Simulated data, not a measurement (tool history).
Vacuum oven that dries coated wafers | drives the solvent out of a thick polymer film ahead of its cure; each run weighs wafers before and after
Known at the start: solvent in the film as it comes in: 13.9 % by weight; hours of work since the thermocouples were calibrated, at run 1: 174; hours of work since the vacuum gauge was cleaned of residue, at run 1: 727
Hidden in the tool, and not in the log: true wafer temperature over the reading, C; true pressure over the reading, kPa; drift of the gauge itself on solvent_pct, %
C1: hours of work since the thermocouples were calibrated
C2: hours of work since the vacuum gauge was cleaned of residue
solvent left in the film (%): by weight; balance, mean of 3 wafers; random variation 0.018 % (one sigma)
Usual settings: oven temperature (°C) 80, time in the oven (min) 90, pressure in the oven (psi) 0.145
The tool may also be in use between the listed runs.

run 1 hour=0 | oven_temperature_(°C)=80 time_in_the_oven_(min)=90 pressure_in_the_oven_(psi)=0.145 | C1=174 C2=727 | solvent_left_in_the_film_(%)=1.52
run 2 hour=36.8 | oven_temperature_(°C)=80 time_in_the_oven_(min)=90 pressure_in_the_oven_(psi)=0.145 | C1=191 C2=744 | solvent_left_in_the_film_(%)=1.52
run 3 hour=57.7 | oven_temperature_(°C)=80 time_in_the_oven_(min)=90 pressure_in_the_oven_(psi)=0.145 | C1=201 C2=754 | solvent_left_in_the_film_(%)=1.49
run 4 hour=102.8 | oven_temperature_(°C)=68 time_in_the_oven_(min)=90 pressure_in_the_oven_(psi)=0.145 | C1=221 C2=774 | solvent_left_in_the_film_(%)=3.89
run 5 hour=148.2 | oven_temperature_(°C)=80 time_in_the_oven_(min)=148 pressure_in_the_oven_(psi)=0.145 | C1=242 C2=795 | solvent_left_in_the_film_(%)=1.05
-- hour=153.9 oven's thermocouples calibrated
run 6 hour=191.7 | oven_temperature_(°C)=80 time_in_the_oven_(min)=148 pressure_in_the_oven_(psi)=0.145 | C1=17 C2=814 | solvent_left_in_the_film_(%)=1.06
run 7 hour=227.5 | oven_temperature_(°C)=94 time_in_the_oven_(min)=148 pressure_in_the_oven_(psi)=0.145 | C1=34 C2=831 | solvent_left_in_the_film_(%)=0.57
run 8 hour=275.7 | oven_temperature_(°C)=76 time_in_the_oven_(min)=90 pressure_in_the_oven_(psi)=0.145 | C1=56 C2=853 | solvent_left_in_the_film_(%)=2.06
run 9 hour=307 | oven_temperature_(°C)=78 time_in_the_oven_(min)=90 pressure_in_the_oven_(psi)=0.145 | C1=70 C2=867 | solvent_left_in_the_film_(%)=1.76
run 10 hour=329.1 | oven_temperature_(°C)=78 time_in_the_oven_(min)=90 pressure_in_the_oven_(psi)=0.145 | C1=80 C2=877 | solvent_left_in_the_film_(%)=1.74
run 11 hour=349.5 | oven_temperature_(°C)=86 time_in_the_oven_(min)=98 pressure_in_the_oven_(psi)=0.482 | C1=90 C2=887 | solvent_left_in_the_film_(%)=2.46

Forecast run 12:
run 12 hour=391.8 | oven_temperature_(°C)=86 time_in_the_oven_(min)=98 pressure_in_the_oven_(psi)=0.482 | C1=109 C2=906 | solvent_left_in_the_film_(%)=?

Run 12 gave solvent left in the film (%) 2.38.
Without the tool's hidden state the same run would have given solvent left in the film (%) 2.34.
